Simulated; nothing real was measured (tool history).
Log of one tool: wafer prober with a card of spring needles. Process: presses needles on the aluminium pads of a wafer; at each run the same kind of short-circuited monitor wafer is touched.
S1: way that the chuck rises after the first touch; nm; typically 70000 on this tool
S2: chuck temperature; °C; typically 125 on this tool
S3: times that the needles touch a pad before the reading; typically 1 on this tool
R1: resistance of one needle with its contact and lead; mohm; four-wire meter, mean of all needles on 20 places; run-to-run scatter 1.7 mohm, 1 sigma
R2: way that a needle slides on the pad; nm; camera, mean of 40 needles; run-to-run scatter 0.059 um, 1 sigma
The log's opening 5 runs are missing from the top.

-- hour=156.6 tips cleaned on abrasive film
-- hour=182.6 tips cleaned on abrasive film
run 6 hour=187.2 | S1=70000 S2=125 S3=1 | R1=199 R2=17020
-- hour=209.7 tips cleaned on abrasive film
run 7 hour=224.8 | S1=70000 S2=29 S3=1 | R1=218 R2=16970
-- hour=237.8 tips cleaned on abrasive film
-- hour=264.2 tips cleaned on abrasive film
run 8 hour=267.4 | S1=58000 S2=29 S3=1 | R1=188 R2=14010
-- hour=291.7 tips cleaned on abrasive film
-- hour=318.2 tips cleaned on abrasive film
run 9 hour=318.2 | S1=58000 S2=29 S3=1 | R1=171 R2=14040
-- hour=344.1 tips cleaned on abrasive film
run 10 hour=351.3 | S1=58000 S2=29 S3=1 | R1=210 R2=14000
-- hour=371.1 tips cleaned on abrasive film
-- hour=399.1 tips cleaned on abrasive film
run 11 hour=401.8 | S1=75000 S2=125 S3=1 | R1=180 R2=18030
-- hour=426.6 tips cleaned on abrasive film
run 12 hour=435.8 | S1=70000 S2=125 S3=1 | R1=210 R2=16830
-- hour=448 height of the first contact set anew
-- hour=455.5 tips cleaned on abrasive film
run 13 hour=480.1 | S1=70000 S2=125 S3=1 | R1=244 R2=17120
-- hour=483.9 tips cleaned on abrasive film
-- hour=509.1 tips cleaned on abrasive film
run 14 hour=525.1 | S1=70000 S2=125 S3=1 | R1=232 R2=17130
-- hour=537.3 tips cleaned on abrasive film
-- hour=564.5 tips cleaned on abrasive film
run 15 hour=571.7 | S1=70000 S2=125 S3=1 | R1=211 R2=17190
-- hour=592.4 tips cleaned on abrasive film
run 16 hour=606.9 | S1=70000 S2=67 S3=3 | R1=183 R2=17000

The next listed run, before its measurement:
-- hour=620.2 tips cleaned on abrasive film
-- hour=646.3 tips cleaned on abrasive film
run 17 hour=656.7 | S1=70000 S2=67 S3=3 | R1=? R2=?

{"run 17": {"R1": 175, "R2": 17000}}
If the tool had no hidden condition, the same run with the same run-to-run variation would have returned R1 153 mohm, R2 17210 nm.
